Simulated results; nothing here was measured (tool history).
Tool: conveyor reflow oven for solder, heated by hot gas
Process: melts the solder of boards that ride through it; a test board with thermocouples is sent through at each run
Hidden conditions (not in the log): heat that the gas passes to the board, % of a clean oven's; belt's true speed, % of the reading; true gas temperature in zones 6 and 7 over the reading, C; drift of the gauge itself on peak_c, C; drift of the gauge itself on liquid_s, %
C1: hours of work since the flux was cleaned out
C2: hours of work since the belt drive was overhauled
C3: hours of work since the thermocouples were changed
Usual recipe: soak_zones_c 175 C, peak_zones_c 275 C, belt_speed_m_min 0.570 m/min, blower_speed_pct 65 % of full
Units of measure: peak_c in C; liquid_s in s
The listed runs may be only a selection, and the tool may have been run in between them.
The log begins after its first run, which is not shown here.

Run 2, hour 9.2: usual settings; C1 319; C2 365; C3 216. Result: peak_c 254.4 C, liquid_s 64.6 s.
Run 3, hour 18.2: usual settings but peak_zones_c 278 C; C1 324; C2 370; C3 221. Result: peak_c 255.6 C, liquid_s 66.2 s.
Run 4, hour 25.0: usual settings; C1 328; C2 374; C3 225. Result: peak_c 253.8 C, liquid_s 63.8 s.
Run 5, hour 36.2: usual settings; C1 334; C2 380; C3 231. Result: peak_c 253.7 C, liquid_s 64.0 s.
Run 6, hour 42.3: usual settings; C1 337; C2 383; C3 235. Result: peak_c 254.4 C, liquid_s 63.6 s.
Run 7, hour 48.1: usual settings; C1 341; C2 387; C3 238. Result: peak_c 252.9 C, liquid_s 64.2 s.
Run 8, hour 58.4: usual settings; C1 346; C2 392; C3 244. Result: peak_c 253.2 C, liquid_s 64.5 s.
Run 9, hour 69.2: usual settings; C1 352; C2 398; C3 250. Result: peak_c 254.1 C, liquid_s 63.3 s.
Run 10, hour 78.1: usual settings; C1 357; C2 403; C3 255. Result: peak_c 252.7 C, liquid_s 63.3 s.
Run 11, hour 86.5: usual settings; C1 362; C2 408; C3 259. Result: peak_c 254.2 C, liquid_s 64.3 s.
Run 12, hour 94.4: usual settings; C1 366; C2 412; C3 264. Result: peak_c 254.1 C, liquid_s 63.5 s.
Run 13, hour 106.3: usual settings; C1 373; C2 419; C3 270. Result: peak_c 253.3 C, liquid_s 63.2 s.
Run 14, hour 115.1: usual settings; C1 378; C2 424; C3 275. Result: peak_c 253.2 C, liquid_s 63.5 s.
Run 15, hour 120.2: usual settings; C1 380; C2 427; C3 278. Result: peak_c 253.6 C, liquid_s 63.4 s.
Run 16, hour 129.5: usual settings; C1 386; C2 432; C3 283. Result: peak_c 253.2 C, liquid_s 63.6 s.
At hour 136.3: flux residue cleaned out of gas plates and filters.
Run 17, hour 143.6: usual settings but peak_zones_c 287 C; C1 4; C2 437; C3 288. Result: peak_c 266.5 C, liquid_s 74.1 s.
Run 18, hour 148.8: usual settings but peak_zones_c 287 C; C1 7; C2 440; C3 291. Result: peak_c 268.2 C, liquid_s 74.0 s.
Run 19, hour 157.5: usual settings but soak_zones_c 166 C, peak_zones_c 287 C, blower_speed_pct 74 % of full; C1 12; C2 444; C3 296. Result: peak_c 268.7 C, liquid_s 71.4 s.
Run 20, hour 167.1: usual settings but peak_zones_c 279 C, belt_speed_m_min 0.612 m/min; C1 17; C2 450; C3 301. Result: peak_c 258.3 C, liquid_s 62.6 s.
Run 21, hour 172.7: usual settings but blower_speed_pct 71 % of full; C1 20; C2 453; C3 304. Result: peak_c 257.0 C, liquid_s 68.2 s.
Run 22, hour 181.8: usual settings but blower_speed_pct 54 % of full; C1 25; C2 458; C3 309. Result: peak_c 253.7 C, liquid_s 63.2 s.
Run 23, hour 192.6: usual settings but blower_speed_pct 54 % of full; C1 31; C2 464; C3 315. Result: peak_c 253.7 C, liquid_s 63.7 s.

Run 24 comes next. What will it give?
Run 24, hour 202.5: usual settings but soak_zones_c 170 C, peak_zones_c 267 C, blower_speed_pct 71 % of full; C1 37; C2 469; C3 321. Result: peak_c ?, liquid_s ?.

{"run 24": {"peak_c": 250.5, "liquid_s": 60.5}}
With the hidden condition absent and the run-to-run variation left alone, this run would have shown peak_c 250.9 C, liquid_s 60.1 s.
